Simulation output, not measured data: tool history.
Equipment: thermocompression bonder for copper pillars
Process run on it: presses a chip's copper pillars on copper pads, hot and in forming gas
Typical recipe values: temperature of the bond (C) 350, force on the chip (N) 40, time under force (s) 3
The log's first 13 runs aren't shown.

run	day	temperature of the bond (C)	force on the chip (N)	time under force (s)	force that shears a chip off (N)
14	4.025	350	40	3	50.4
15	4.358	350	40	3	50.0
16	4.542	350	40	4	55.7
17	4.762	364	52	4	81.6
18	4.958	350	28	3	35.0
19	5.296	350	28	3	35.3
20	5.646	367	57	6	99.3
21	5.962	367	57	3	83.7
22	6.154	348	28	2	27.9
23	6.583	368	40	3	62.5
24	7.012	368	40	3	62.4
25	7.258	368	40	3	63.5
26	7.433	346	33	3	38.9
27	7.604	346	33	3	38.6
28	8.000	366	36	2	46.9
29	8.417	366	36	2	47.5
30	8.692	366	36	2	47.7
31	8.946	363	40	3	58.2
32	9.296	377	54	4	95.2

Each row is a separate what-if for the run after 32, all from the same tool condition, not one after another. Results?
A	9.654	347	40	3	?
B	9.654	345	54	4	?
C	9.654	350	40	9	?
D	9.654	340	59	3	?
E	9.654	328	29	7	?

run	force that shears a chip off (N)
A	48.9
B	69.8
C	76.5
D	63.6
E	39.4
Take away the tool's hidden state, keep each run's random variation, and the runs would have read:
run	force that shears a chip off (N)
A	49.0
B	70.0
C	76.6
D	63.7
E	39.5
